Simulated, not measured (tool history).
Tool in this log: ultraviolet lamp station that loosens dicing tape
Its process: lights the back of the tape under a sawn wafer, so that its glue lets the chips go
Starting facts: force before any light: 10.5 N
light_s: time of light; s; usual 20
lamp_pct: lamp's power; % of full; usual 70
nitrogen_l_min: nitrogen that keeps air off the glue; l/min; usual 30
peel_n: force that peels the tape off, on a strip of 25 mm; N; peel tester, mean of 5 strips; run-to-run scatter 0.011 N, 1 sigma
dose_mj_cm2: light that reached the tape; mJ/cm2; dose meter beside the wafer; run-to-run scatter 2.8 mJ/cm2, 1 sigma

Run 1, hour 0: usual settings. Result: peel_n 0.483 N, dose_mj_cm2 393 mJ/cm2.
Run 2, hour 9.2: usual settings but light_s 40 s. Result: peel_n 0.096 N, dose_mj_cm2 791 mJ/cm2.
Run 3, hour 13.6: usual settings but light_s 40 s. Result: peel_n 0.097 N, dose_mj_cm2 794 mJ/cm2.
Run 4, hour 22: usual settings but nitrogen_l_min 11 l/min. Result: peel_n 1.355 N, dose_mj_cm2 397 mJ/cm2.
Run 5, hour 29.4: usual settings. Result: peel_n 0.498 N, dose_mj_cm2 402 mJ/cm2.
Run 6, hour 36.9: usual settings but lamp_pct 72 % of full. Result: peel_n 0.45 N, dose_mj_cm2 409 mJ/cm2.
Run 7, hour 43.8: usual settings but lamp_pct 72 % of full. Result: peel_n 0.451 N, dose_mj_cm2 406 mJ/cm2.
Run 8, hour 48.3: usual settings but light_s 11 s, lamp_pct 64 % of full, nitrogen_l_min 57 l/min. Result: peel_n 1.335 N, dose_mj_cm2 200 mJ/cm2.
Run 9, hour 56.3: usual settings but light_s 21 s, nitrogen_l_min 42 l/min. Result: peel_n 0.279 N, dose_mj_cm2 411 mJ/cm2.
Run 10, hour 63.5: usual settings but light_s 21 s, nitrogen_l_min 42 l/min. Result: peel_n 0.294 N, dose_mj_cm2 414 mJ/cm2.
Run 11, hour 67.8: usual settings but light_s 36 s, lamp_pct 84 % of full, nitrogen_l_min 36 l/min. Result: peel_n 0.085 N, dose_mj_cm2 848 mJ/cm2.
Run 12, hour 73.7: usual settings but light_s 10 s, lamp_pct 80 % of full, nitrogen_l_min 34 l/min. Result: peel_n 1.596 N, dose_mj_cm2 222 mJ/cm2.
Run 13, hour 81.4: usual settings but light_s 10 s, lamp_pct 80 % of full, nitrogen_l_min 34 l/min. Result: peel_n 1.546 N, dose_mj_cm2 228 mJ/cm2.
Run 14, hour 85.7: usual settings but light_s 29 s, lamp_pct 74 % of full. Result: peel_n 0.145 N, dose_mj_cm2 603 mJ/cm2.

5 ways to go on from here, each from the tool as it stands after run 14. What would each give?
Run A, hour 95.8: usual settings but light_s 24 s. Result: peel_n ?, dose_mj_cm2 ?.
Run B, hour 95.8: usual settings but light_s 32 s, lamp_pct 97 % of full, nitrogen_l_min 17 l/min. Result: peel_n ?, dose_mj_cm2 ?.
Run C, hour 95.8: usual settings but light_s 13 s, lamp_pct 60 % of full. Result: peel_n ?, dose_mj_cm2 ?.
Run D, hour 95.8: usual settings but light_s 33 s, lamp_pct 74 % of full, nitrogen_l_min 39 l/min. Result: peel_n ?, dose_mj_cm2 ?.
Run E, hour 95.8: usual settings but light_s 14 s, lamp_pct 74 % of full. Result: peel_n ?, dose_mj_cm2 ?.

run  peel_n  dose_mj_cm2
  A   0.284          475
  B   0.118          884
  C   1.762          219
  D   0.107          693
  E   1.001          292
Stripped of hidden state, with their random variation kept, the same runs would have yielded:
run  peel_n  dose_mj_cm2
  A   0.283          475
  B   0.118          886
  C   1.758          219
  D   0.107          694
  E   0.998          292
